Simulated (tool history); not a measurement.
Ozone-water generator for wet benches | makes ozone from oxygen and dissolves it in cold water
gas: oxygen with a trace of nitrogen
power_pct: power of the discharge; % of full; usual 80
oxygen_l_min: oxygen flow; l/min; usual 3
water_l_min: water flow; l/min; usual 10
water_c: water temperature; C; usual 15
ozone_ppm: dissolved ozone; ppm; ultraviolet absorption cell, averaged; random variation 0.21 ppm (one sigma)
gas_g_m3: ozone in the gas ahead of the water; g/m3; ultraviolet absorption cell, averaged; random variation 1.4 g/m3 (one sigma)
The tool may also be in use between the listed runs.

run,day,power_pct,oxygen_l_min,water_l_min,water_c,ozone_ppm,gas_g_m3
1,0,80,3,10,15,28.8,264.1
2,2.692,80,3,14,15,22.1,262.8
3,5.825,83,3,14,15,22.9,268.8
4,8.704,83,3,14,15,22.5,266.4
5,11.446,83,3,14,15,21.5,268.2
6,13.4,83,3,14,15,21.5,269.9
7,15.317,83,3,14,15,21.5,269
8,17.654,83,3,14,15,21.2,265.6
9,20.092,83,3,14,15,23.3,267.8
10,22.375,83,3,14,15,23.4,266.5
11,23.908,83,3,14,15,23.5,267.1
12,25.4,83,3,14,15,23.4,265.6
13,27.404,83,3,14,15,23.7,265.7
14,30.333,80,4.37,10,15,30.4,220.2
15,32.942,80,4.37,10,15,30.6,220.5
16,34.996,80,4.37,10,15,30.2,221
17,37.796,80,4.37,10,15,30.1,219.8
18,40.667,80,4.37,10,15,30.7,221.3
19,42.158,80,3,11,11,29,258.8
20,45.375,65,3,10,18,24.5,227.4
21,47.404,52,3.26,10,9,24.9,186.7
22,50.025,45,3.26,11,9,20.9,171.2
23,51.867,45,3.26,11,9,20.8,172.3
24,53.721,80,3,8,9,37.9,258.9
25,55.738,43,3,8,7,26.3,171
26,57.258,77,3.43,8,10,36.4,236.6
27,60.417,80,1.52,10,15,25.8,346.2
28,63.788,80,1.52,10,15,25.8,343.2
29,66.162,80,1.52,7,15,34.3,343.7
30,68.962,80,1.52,7,15,34.6,343.9
31,71.3,80,1.95,9,8,32.1,306.3
32,74.517,50,3.93,10,14,22.4,169.3
33,77.25,80,2.51,10,15,28.1,275.5

Taken out of this log: 2 entries between the listed runs. Where each belongs, and how the hidden state differs across it:
Between runs 4 and 5: contactor cleaned (day 10.846)
  yield of the discharge, % of new electrodes': 98.7 -> 98.6; contactor's efficiency, % of a clean one's: 90.9 -> 84.9
  measured less the result without the state, ozone_ppm: -1.7 -> -2.6 ppm; gas_g_m3: -3.9 -> -4.1 g/m3
Between runs 8 and 9: contactor cleaned, once more (day 19.692)
  yield of the discharge, % of new electrodes': 98.4 -> 98.3; contactor's efficiency, % of a clean one's: 84.6 -> 99.9
  measured less the result without the state, ozone_ppm: -2.7 -> -0.5 ppm; gas_g_m3: -4.9 -> -5.2 g/m3

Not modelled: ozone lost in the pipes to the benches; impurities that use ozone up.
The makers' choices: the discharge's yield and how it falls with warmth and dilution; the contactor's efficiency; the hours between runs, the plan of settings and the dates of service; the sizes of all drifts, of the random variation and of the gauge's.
